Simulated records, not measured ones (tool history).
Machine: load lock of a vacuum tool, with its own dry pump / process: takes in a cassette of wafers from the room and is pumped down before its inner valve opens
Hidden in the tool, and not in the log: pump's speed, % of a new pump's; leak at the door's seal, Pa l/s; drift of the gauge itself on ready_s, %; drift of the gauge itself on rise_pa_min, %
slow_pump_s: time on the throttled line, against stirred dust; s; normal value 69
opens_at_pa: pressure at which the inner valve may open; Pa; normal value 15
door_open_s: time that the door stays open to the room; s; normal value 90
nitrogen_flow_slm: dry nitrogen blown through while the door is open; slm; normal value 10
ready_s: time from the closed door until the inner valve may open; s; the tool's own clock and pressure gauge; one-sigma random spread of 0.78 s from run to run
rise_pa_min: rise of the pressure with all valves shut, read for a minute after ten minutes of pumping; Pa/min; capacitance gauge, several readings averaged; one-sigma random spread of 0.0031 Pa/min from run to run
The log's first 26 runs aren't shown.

run,hour,slow_pump_s,opens_at_pa,door_open_s,nitrogen_flow_slm,hours that the pump has run since its overhaul,times that the door has closed on its seal,"incoming humidity of the room's air, %",ready_s,rise_pa_min
27,4018.0,44,17,37,7,11971,4476,42.7,112.0,0.095
28,4206.4,45,17,142,7,12160,4994,49.5,113.7,0.175
29,4310.4,45,17,142,7,12264,5280,45.2,114.4,0.162
30,4482.4,45,17,142,7,12436,5752,46.5,113.8,0.185
31,4566.4,69,20,184,16,12520,5983,45.3,128.3,0.172
32,4667.9,65,29,66,7,12621,6262,41.2,122.4,0.133
33,4757.1,65,29,53,32,12710,6507,49.3,123.3,0.111
34,4876.1,57,15,117,10,12829,6834,44.0,124.8,0.160
35,4969.0,69,15,192,8,12922,7089,45.4,133.0,0.217
36,5096.6,100,15,26,43,13050,7439,43.7,153.8,0.099

Branching from run 36: 4 alternative next runs. What would each branch give?
A,5225.9,69,25,90,10,13179,7795,42.3,?,?
B,5225.9,41,24,26,28,13179,7795,45.0,?,?
C,5225.9,100,15,166,22,13179,7795,44.1,?,?
D,5225.9,96,20,26,43,13179,7795,45.3,?,?

run,ready_s,rise_pa_min
A,128.9,0.163
B,109.0,0.115
C,156.3,0.177
D,147.7,0.111
Take away the tool's hidden state, keep each run's random variation, and the runs would have read:
run,ready_s,rise_pa_min
A,117.0,0.080
B,95.5,0.033
C,145.4,0.096
D,137.2,0.028
